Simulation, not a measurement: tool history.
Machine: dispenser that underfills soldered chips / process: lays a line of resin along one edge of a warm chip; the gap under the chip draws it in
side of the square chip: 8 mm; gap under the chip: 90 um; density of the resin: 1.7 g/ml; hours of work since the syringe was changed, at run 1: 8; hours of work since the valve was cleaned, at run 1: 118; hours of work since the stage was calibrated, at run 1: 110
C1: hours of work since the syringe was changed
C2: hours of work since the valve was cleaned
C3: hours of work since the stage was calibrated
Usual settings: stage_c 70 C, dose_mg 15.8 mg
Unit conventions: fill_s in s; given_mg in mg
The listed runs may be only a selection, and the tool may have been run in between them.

run 1 hour=0.0 | stage_c=70 dose_mg=15.8 | C1=8 C2=118 C3=110 | fill_s=17.5 given_mg=14.06
-- hour=6.0 new syringe of resin
run 2 hour=6.3 | stage_c=70 dose_mg=15.8 | C1=0 C2=121 C3=114 | fill_s=9.4 given_mg=13.96
run 3 hour=14.8 | stage_c=76 dose_mg=15.8 | C1=5 C2=127 C3=119 | fill_s=11.7 given_mg=13.87
run 4 hour=19.7 | stage_c=76 dose_mg=15.8 | C1=8 C2=130 C3=122 | fill_s=14.5 given_mg=13.77
-- hour=25.1 new syringe of resin
run 5 hour=27.6 | stage_c=76 dose_mg=15.8 | C1=2 C2=134 C3=126 | fill_s=9.0 given_mg=13.57
run 6 hour=34.3 | stage_c=75 dose_mg=15.8 | C1=6 C2=138 C3=131 | fill_s=12.1 given_mg=13.71
-- hour=35.7 dispensing valve cleaned and set on the balance
run 7 hour=40.1 | stage_c=75 dose_mg=15.8 | C1=9 C2=3 C3=133 | fill_s=15.1 given_mg=15.88
-- hour=45.1 new syringe of resin
run 8 hour=46.1 | stage_c=70 dose_mg=16.2 | C1=1 C2=6 C3=137 | fill_s=9.4 given_mg=16.13
run 9 hour=53.8 | stage_c=70 dose_mg=14.3 | C1=5 C2=11 C3=142 | fill_s=14.7 given_mg=14.26
run 10 hour=59.1 | stage_c=70 dose_mg=14.3 | C1=9 C2=14 C3=145 | fill_s=17.9 given_mg=14.21
-- hour=63.8 new syringe of resin
run 11 hour=66.1 | stage_c=70 dose_mg=14.3 | C1=1 C2=18 C3=149 | fill_s=10.5 given_mg=14.07
run 12 hour=72.8 | stage_c=70 dose_mg=14.3 | C1=6 C2=22 C3=153 | fill_s=14.3 given_mg=14.25
run 13 hour=81.7 | stage_c=78 dose_mg=14.3 | C1=11 C2=28 C3=158 | fill_s=16.6 given_mg=14.01
-- hour=82.5 new syringe of resin
run 14 hour=88.9 | stage_c=70 dose_mg=15.8 | C1=4 C2=32 C3=163 | fill_s=12.6 given_mg=15.36
run 15 hour=92.9 | stage_c=68 dose_mg=17.5 | C1=6 C2=34 C3=165 | fill_s=16.8 given_mg=17.01
-- hour=101.2 new syringe of resin
run 16 hour=102.8 | stage_c=67 dose_mg=14.6 | C1=1 C2=40 C3=171 | fill_s=11.3 given_mg=14.14
run 17 hour=108.9 | stage_c=67 dose_mg=14.6 | C1=5 C2=44 C3=175 | fill_s=15.1 given_mg=14.03
run 18 hour=118.1 | stage_c=80 dose_mg=13.5 | C1=10 C2=50 C3=180 | fill_s=15.6 given_mg=12.88
-- hour=120.2 new syringe of resin
run 19 hour=126.4 | stage_c=80 dose_mg=13.5 | C1=4 C2=55 C3=185 | fill_s=8.8 given_mg=12.87
run 20 hour=134.4 | stage_c=84 dose_mg=18.5 | C1=9 C2=59 C3=190 | fill_s=11.2 given_mg=17.59
-- hour=138.9 new syringe of resin
run 21 hour=141.8 | stage_c=84 dose_mg=20.0 | C1=2 C2=64 C3=195 | fill_s=6.6 given_mg=18.76
run 22 hour=149.3 | stage_c=84 dose_mg=20.0 | C1=6 C2=68 C3=199 | fill_s=9.7 given_mg=18.76
-- hour=157.4 new syringe of resin
run 23 hour=157.4 | stage_c=80 dose_mg=13.6 | C1=0 C2=73 C3=204 | fill_s=6.9 given_mg=12.71
run 24 hour=162.2 | stage_c=73 dose_mg=18.8 | C1=3 C2=76 C3=207 | fill_s=10.3 given_mg=17.44
run 25 hour=171.5 | stage_c=73 dose_mg=18.8 | C1=9 C2=82 C3=212 | fill_s=16.5 given_mg=17.38
-- hour=176.5 new syringe of resin
run 26 hour=179.5 | stage_c=73 dose_mg=18.8 | C1=2 C2=86 C3=217 | fill_s=9.7 given_mg=17.24
run 27 hour=184.8 | stage_c=73 dose_mg=18.8 | C1=5 C2=90 C3=220 | fill_s=12.1 given_mg=17.24

What if the next run were any one of these 5? Each begins from the tool's condition after run 27:
run A hour=191.4 | stage_c=82 dose_mg=14.5 | C1=9 C2=94 C3=224 | fill_s=? given_mg=?
run B hour=191.4 | stage_c=72 dose_mg=19.7 | C1=9 C2=94 C3=224 | fill_s=? given_mg=?
run C hour=191.4 | stage_c=67 dose_mg=14.2 | C1=9 C2=94 C3=224 | fill_s=? given_mg=?
run D hour=191.4 | stage_c=62 dose_mg=18.8 | C1=9 C2=94 C3=224 | fill_s=? given_mg=?
run E hour=191.4 | stage_c=79 dose_mg=17.1 | C1=9 C2=94 C3=224 | fill_s=? given_mg=?

run=A fill_s=13.8 given_mg=13.18
run=B fill_s=18.1 given_mg=17.99
run=C fill_s=22.6 given_mg=12.97
run=D fill_s=25.1 given_mg=17.12
run=E fill_s=14.1 given_mg=15.63
With the hidden condition removed and each run's random variation left untouched, the same runs would have given:
run=A fill_s=6.5 given_mg=14.46
run=B fill_s=8.6 given_mg=19.73
run=C fill_s=10.4 given_mg=14.22
run=D fill_s=11.5 given_mg=18.78
run=E fill_s=6.6 given_mg=17.13

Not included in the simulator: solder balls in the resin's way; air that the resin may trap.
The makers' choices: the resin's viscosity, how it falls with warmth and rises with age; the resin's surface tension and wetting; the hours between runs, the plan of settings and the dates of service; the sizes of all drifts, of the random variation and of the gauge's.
